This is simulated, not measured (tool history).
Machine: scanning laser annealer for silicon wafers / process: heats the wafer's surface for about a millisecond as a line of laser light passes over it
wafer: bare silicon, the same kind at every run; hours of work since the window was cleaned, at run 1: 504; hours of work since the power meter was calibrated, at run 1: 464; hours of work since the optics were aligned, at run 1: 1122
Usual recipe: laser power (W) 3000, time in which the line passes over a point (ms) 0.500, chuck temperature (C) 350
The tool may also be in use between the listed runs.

run,hour,laser power (W),time in which the line passes over a point (ms),chuck temperature (C),hours of work since the window was cleaned,hours of work since the power meter was calibrated,hours of work since the optics were aligned,highest temperature of the surface (C)
1,0.0,3000,0.500,350,504,464,1122,1076
2,36.7,3000,0.500,350,528,488,1146,1077
3,82.4,3000,0.500,350,558,518,1175,1074
4,125.8,3000,0.500,350,586,546,1204,1077
5,148.0,3000,0.500,350,601,560,1218,1072
6,181.5,3000,0.500,374,622,582,1240,1100
7,232.1,3000,0.500,374,655,615,1273,1097
8,259.9,3000,0.500,374,674,633,1291,1102
9,306.6,3000,0.500,374,704,664,1321,1100
# hour 354.6: window over the wafer cleaned
10,354.6,2847,0.500,374,0,694,1351,1054
11,405.5,2847,0.500,374,33,727,1384,1055
12,445.0,3002,0.354,366,59,752,1410,965
13,488.4,3002,0.354,366,87,781,1438,964
14,513.7,3000,0.424,342,104,797,1455,1003
15,557.6,3000,0.424,342,132,826,1483,1005
16,600.8,2840,0.469,342,160,854,1512,994
17,639.0,2840,0.469,342,185,879,1536,997
18,689.1,3277,0.556,337,218,911,1569,1195
19,713.6,3081,0.500,350,234,927,1585,1100
20,744.9,3081,0.500,350,254,948,1605,1101

Here are 5 independent what-if runs from the current tool condition. What would each one return?
A,773.9,2810,0.500,363,273,967,1624,?
B,773.9,2761,0.385,375,273,967,1624,?
C,773.9,3000,0.530,350,273,967,1624,?
D,773.9,3257,0.564,350,273,967,1624,?
E,773.9,3205,0.411,350,273,967,1624,?

run,highest temperature of the surface (C)
A,1033
B,942
C,1098
D,1207
E,1056
With the hidden condition removed and each run's random variation left untouched, the same runs would have given:
run,highest temperature of the surface (C)
A,1034
B,943
C,1099
D,1208
E,1057
